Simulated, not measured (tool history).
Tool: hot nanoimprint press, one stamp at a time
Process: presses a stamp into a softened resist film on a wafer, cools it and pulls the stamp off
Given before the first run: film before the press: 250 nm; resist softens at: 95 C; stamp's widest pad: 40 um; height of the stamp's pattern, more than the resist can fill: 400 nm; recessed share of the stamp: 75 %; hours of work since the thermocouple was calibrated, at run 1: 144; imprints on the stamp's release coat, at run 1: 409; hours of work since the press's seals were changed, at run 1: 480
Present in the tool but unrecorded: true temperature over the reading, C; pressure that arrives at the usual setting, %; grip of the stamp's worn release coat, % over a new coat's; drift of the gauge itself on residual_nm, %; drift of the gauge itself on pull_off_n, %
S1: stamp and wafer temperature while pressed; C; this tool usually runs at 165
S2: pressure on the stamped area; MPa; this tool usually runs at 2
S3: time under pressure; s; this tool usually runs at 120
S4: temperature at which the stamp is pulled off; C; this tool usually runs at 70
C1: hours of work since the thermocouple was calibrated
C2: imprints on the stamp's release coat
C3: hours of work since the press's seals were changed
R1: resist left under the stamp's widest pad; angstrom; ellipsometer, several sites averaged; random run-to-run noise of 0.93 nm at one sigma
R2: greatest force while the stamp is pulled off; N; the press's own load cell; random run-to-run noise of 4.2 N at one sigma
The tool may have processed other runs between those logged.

run   hour   S1    S2   S3  S4   C1   C2   C3    R1   R2
  1      0  165     2  120  70  144  409  480  1330  237
  2   18.9  165     2  120  70  157  476  493  1338  235
  3   47.1  165     2  120  70  178  577  514  1332  250
  4   60.5  165     2  120  70  187  624  523  1337  256
      76.1  -- stamp cleaned and given a new release coat
  5   93.7  165     2  120  70  207   63  543  1351  213
  6  116.6  165     2  120  70  223  144  559  1352  216
  7  136.1  165     2  120  70  237  213  573  1340  225
     140.5  -- plate thermocouple calibrated
  8  160.1  165     2  120  70   14  288  588  1369  228
  9  177.3  165     2  145  70   26  349  601  1268  230
 10  191.9  166     2  120  70   37  401  611  1323  243
 11  215.1  166     2  120  70   54  484  628  1331  247
 12  239.9  165     2  157  70   71  572  646  1260  256
 13  255.1  165     2  157  70   82  626  657  1242  250
     265.1  -- plate thermocouple calibrated, once more
       274  -- stamp cleaned and given a new release coat
 14  284.9  165     2  161  72   10   39  671  1169  192
 15  307.7  154  1.25  177  62   26  120  688  1797  258
 16  332.1  154  1.25  177  62   44  207  705  1838  281
 17  347.3  165  1.39  120  70   55  261  716  1471  222

What will run 18 give?
 18   370  165  1.3  185  62  71  341  732   ?   ?

{"run 18": {"R1": 1304, "R2": 290}}
If the tool had no hidden condition, the same run with the same run-to-run variation would have returned R1 1299 angstrom, R2 260 N.
